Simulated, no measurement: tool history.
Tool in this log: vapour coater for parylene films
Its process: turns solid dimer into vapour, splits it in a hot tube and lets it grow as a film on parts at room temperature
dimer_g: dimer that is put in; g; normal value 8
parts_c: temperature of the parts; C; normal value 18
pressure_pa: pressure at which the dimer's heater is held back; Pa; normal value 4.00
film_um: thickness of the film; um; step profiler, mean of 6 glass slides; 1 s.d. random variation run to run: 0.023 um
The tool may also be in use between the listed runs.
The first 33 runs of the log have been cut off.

| run | day | dimer_g | parts_c | pressure_pa | hours of work since the trap's valve was overhauled | hours of work since the table's thermometer was calibrated | film_um |
|---|---|---|---|---|---|---|---|
| 34 | 16.600 | 4 | 18 | 4.00 | 67 | 645 | 1.30 |
| 35 | 17.171 | 4 | 18 | 4.00 | 79 | 657 | 1.29 |
| 36 | 17.521 | 4 | 18 | 4.00 | 86 | 664 | 1.26 |
| 37 | 18.058 | 4 | 18 | 4.00 | 97 | 676 | 1.30 |
| 38 | 18.404 | 4 | 29 | 2.39 | 105 | 683 | 0.84 |
| 39 | 18.758 | 8 | 27 | 3.02 | 112 | 690 | 1.76 |
| 40 | 19.267 | 8 | 27 | 3.02 | 123 | 701 | 1.78 |
| 41 | 19.721 | 6 | 26 | 4.00 | 132 | 711 | 1.39 |

Estimate the outcome of run 42 from the log above:
| 42 | 20.271 | 4 | 18 | 8.86 | 144 | 722 | ? |

{"run 42": {"film_um": 1.17}}
Take away the tool's hidden state, keep the run-to-run variation as it was, and the same run would have given film_um 1.22 um.

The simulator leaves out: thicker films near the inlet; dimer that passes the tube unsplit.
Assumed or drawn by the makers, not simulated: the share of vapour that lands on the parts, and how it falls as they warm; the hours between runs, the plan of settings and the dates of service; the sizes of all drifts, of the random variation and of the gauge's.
